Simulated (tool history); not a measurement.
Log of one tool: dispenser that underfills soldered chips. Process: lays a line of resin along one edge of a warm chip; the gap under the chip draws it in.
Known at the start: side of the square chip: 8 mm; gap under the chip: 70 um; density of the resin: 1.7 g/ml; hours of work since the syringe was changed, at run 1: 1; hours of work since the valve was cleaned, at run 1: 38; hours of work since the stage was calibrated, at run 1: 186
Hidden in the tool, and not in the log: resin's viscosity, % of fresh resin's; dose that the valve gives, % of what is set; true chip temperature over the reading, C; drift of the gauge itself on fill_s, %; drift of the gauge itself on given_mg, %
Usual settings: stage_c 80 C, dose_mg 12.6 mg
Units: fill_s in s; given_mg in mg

run    day  stage_c  dose_mg  hours of work since the syringe was changed  hours of work since the valve was cleaned  hours of work since the stage was calibrated  fill_s  given_mg
  1  0.000       80     12.6                                            1                                         38                                           186    26.6     12.44
  2  0.200       80     12.6                                            4                                         41                                           189    33.9     12.20
     0.267  -- new syringe of resin
  3  0.362       80     12.6                                            2                                         44                                           192    28.3     12.17
  4  0.567       80     12.6                                            5                                         47                                           195    36.0     11.97
     0.596  -- new syringe of resin
  5  0.717       80     12.6                                            2                                         49                                           198    29.0     12.10
     0.938  -- new syringe of resin
  6  0.979       79     12.6                                            1                                         54                                           202    26.3     12.02
  7  1.129       93     12.6                                            3                                         56                                           205    21.1     12.09
     1.275  -- new syringe of resin
  8  1.296       80     12.6                                            0                                         59                                           207    25.2     12.07
  9  1.533       80     12.6                                            4                                         63                                           211    35.4     12.05
     1.600  -- new syringe of resin
 10  1.700       74     11.8                                            2                                         66                                           214    34.5     11.19
 11  1.854       88     10.7                                            4                                         68                                           216    27.3     10.23
     1.929  -- new syringe of resin
 12  2.121       76     11.2                                            3                                         73                                           221    36.7     10.50
     2.262  -- new syringe of resin
 13  2.392       76     11.2                                            2                                         77                                           225    33.2     10.48
 14  2.546       86     11.4                                            5                                         80                                           228    29.7     10.68
     2.596  -- new syringe of resin
 15  2.675       77     11.2                                            1                                         82                                           230    30.6     10.53
     2.854  -- dispensing valve cleaned and set on the balance
 16  2.942       77     11.2                                            5                                          2                                           234    40.3     11.16
     2.975  -- new syringe of resin
 17  3.075       77     11.2                                            2                                          4                                           236    31.2     11.16
 18  3.238       84     15.3                                            4                                          6                                           239    29.5     15.14

Forecast each of these 3 alternatives for the next run:
     3.296  -- new syringe of resin
  A  3.454       80     16.1                                            3                                         10                                           242       ?         ?
     3.296  -- new syringe of resin
  B  3.454       79     15.0                                            3                                         10                                           242       ?         ?
     3.296  -- new syringe of resin
  C  3.454       84     12.8                                            3                                         10                                           242       ?         ?

run  fill_s  given_mg
  A    30.4     15.95
  B    31.1     14.79
  C    25.7     12.72
Without the tool's hidden state the same runs would have given:
run  fill_s  given_mg
  A    26.0     16.16
  B    26.6     14.98
  C    21.8     12.88
